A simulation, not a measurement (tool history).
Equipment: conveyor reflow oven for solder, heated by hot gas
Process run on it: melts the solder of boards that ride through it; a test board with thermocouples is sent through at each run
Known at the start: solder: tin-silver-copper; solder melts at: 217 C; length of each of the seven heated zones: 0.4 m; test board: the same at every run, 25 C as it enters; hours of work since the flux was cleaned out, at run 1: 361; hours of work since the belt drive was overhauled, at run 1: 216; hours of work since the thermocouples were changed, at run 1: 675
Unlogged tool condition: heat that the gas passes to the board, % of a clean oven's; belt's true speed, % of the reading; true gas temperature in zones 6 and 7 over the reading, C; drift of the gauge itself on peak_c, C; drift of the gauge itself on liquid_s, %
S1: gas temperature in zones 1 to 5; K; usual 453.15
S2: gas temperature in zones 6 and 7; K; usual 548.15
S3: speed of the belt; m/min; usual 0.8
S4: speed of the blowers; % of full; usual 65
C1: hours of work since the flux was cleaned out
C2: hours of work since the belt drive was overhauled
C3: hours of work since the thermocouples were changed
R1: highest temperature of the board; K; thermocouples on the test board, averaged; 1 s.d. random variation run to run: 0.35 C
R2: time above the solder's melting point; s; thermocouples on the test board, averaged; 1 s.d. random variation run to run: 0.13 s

run,hour,S1,S2,S3,S4,C1,C2,C3,R1,R2
1,0,453.15,548.15,0.8,65,361,216,675,531.75,50.1
2,7.4,450.15,548.15,0.8,65,366,221,679,531.95,49
3,15.7,453.15,548.15,0.8,66,371,226,685,531.65,50.2
4,24.9,453.15,548.15,0.8,70,377,232,690,533.65,50.6
5,31.5,453.15,548.15,0.8,65,381,236,695,532.55,50
6,40,453.15,548.15,0.8,65,386,241,700,532.25,50.2
7,44.9,453.15,548.15,0.8,65,389,244,703,532.45,50.2
8,53.9,453.15,548.15,0.8,65,395,250,709,532.15,50.3
9,62.3,453.15,548.15,0.808,65,400,255,714,532.15,49.4
10,67.3,453.15,548.15,0.808,65,404,259,717,531.75,49.4
11,76.7,453.15,548.15,0.808,65,410,265,723,532.05,49.3
12,82.9,439.15,549.15,0.831,83,413,268,727,533.45,45.4
13,87,440.15,558.15,0.72,65,416,271,730,542.75,57.1
14,94.3,453.15,548.15,0.812,66,421,276,734,532.55,49.2
15,99.1,453.15,548.15,0.705,65,424,279,737,535.85,59.1
16,105.4,453.15,548.15,0.705,65,428,283,741,535.85,59.3
17,114.2,444.15,548.15,0.817,57,433,288,747,527.65,43.7

Alternative continuations, all from the tool just after run 17; predict every row:
A,120.3,444.15,560.15,0.703,52,437,292,751,?,?
B,120.3,444.15,555.15,0.817,60,437,292,751,?,?
C,120.3,466.15,549.15,0.799,65,437,292,751,?,?

run,R1,R2
A,541.95,59
B,534.75,47.3
C,535.45,55.9
The same runs, with their run-to-run variation unchanged, on a tool lacking any hidden condition would have given:
run,R1,R2
A,542.15,59.1
B,535.05,47.4
C,535.75,56

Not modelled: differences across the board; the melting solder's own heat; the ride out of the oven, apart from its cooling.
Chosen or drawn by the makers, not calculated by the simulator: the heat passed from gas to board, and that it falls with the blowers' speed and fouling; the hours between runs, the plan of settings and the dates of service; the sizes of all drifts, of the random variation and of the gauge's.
